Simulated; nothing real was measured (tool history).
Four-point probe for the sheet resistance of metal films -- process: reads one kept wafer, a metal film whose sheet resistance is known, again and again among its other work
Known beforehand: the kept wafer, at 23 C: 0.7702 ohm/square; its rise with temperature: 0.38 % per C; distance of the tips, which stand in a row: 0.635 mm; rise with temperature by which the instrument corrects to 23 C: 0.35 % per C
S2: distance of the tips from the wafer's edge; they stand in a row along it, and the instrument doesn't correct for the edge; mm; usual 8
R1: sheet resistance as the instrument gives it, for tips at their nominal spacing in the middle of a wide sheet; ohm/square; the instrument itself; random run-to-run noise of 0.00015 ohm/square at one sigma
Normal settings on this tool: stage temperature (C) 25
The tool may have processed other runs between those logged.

Run 1, hour 0: usual settings. Result: R1 0.773152 ohm/square.
Run 2, hour 11.4: usual settings. Result: R1 0.772989 ohm/square.
Run 3, hour 25.4: usual settings but S2 43 mm. Result: R1 0.770386 ohm/square.
Run 4, hour 45.7: usual settings. Result: R1 0.773002 ohm/square.
Run 5, hour 57.6: usual settings. Result: R1 0.773325 ohm/square.
Run 6, hour 73.7: usual settings. Result: R1 0.773132 ohm/square.
Run 7, hour 89.9: usual settings. Result: R1 0.773262 ohm/square.
Run 8, hour 104.7: usual settings but S2 3 mm. Result: R1 0.788558 ohm/square.
Run 9, hour 115.7: usual settings but S2 13 mm. Result: R1 0.771479 ohm/square.
Run 10, hour 135.9: usual settings but S2 13 mm. Result: R1 0.77184 ohm/square.
Run 11, hour 149.3: usual settings but S2 13 mm. Result: R1 0.771601 ohm/square.
Run 12, hour 157.9: usual settings but S2 5 mm. Result: R1 0.777457 ohm/square.
Run 13, hour 176.1: usual settings. Result: R1 0.773819 ohm/square.
Run 14, hour 186.8: usual settings. Result: R1 0.773355 ohm/square.
Run 15, hour 201.7: usual settings but stage temperature (C) 27. Result: R1 0.773605 ohm/square.
Run 16, hour 219.8: usual settings. Result: R1 0.773237 ohm/square.
Run 17, hour 233: usual settings. Result: R1 0.773727 ohm/square.
Run 18, hour 242.4: usual settings. Result: R1 0.773713 ohm/square.
Run 19, hour 254.2: usual settings but S2 5 mm. Result: R1 0.777461 ohm/square.
Run 20, hour 274.2: usual settings but stage temperature (C) 20. Result: R1 0.772767 ohm/square.
Run 21, hour 289.5: usual settings but S2 55 mm. Result: R1 0.771271 ohm/square.
Run 22, hour 298.2: usual settings but S2 52 mm. Result: R1 0.770952 ohm/square.
Run 23, hour 314.9: usual settings but stage temperature (C) 32. Result: R1 0.774899 ohm/square.
Run 24, hour 325.4: usual settings but S2 6 mm. Result: R1 0.775727 ohm/square.
Run 25, hour 344: usual settings but stage temperature (C) 27, S2 9 mm. Result: R1 0.773597 ohm/square.
Run 26, hour 354.1: usual settings but stage temperature (C) 27, S2 5 mm. Result: R1 0.77806 ohm/square.

Forecast run 27:
Run 27, hour 369.4: usual settings but stage temperature (C) 27, S2 5 mm. Result: R1 ?.

{"run 27": {"R1": 0.777949}}
If the tool had no hidden condition, the same run with the same run-to-run variation would have returned R1 0.777346 ohm/square.

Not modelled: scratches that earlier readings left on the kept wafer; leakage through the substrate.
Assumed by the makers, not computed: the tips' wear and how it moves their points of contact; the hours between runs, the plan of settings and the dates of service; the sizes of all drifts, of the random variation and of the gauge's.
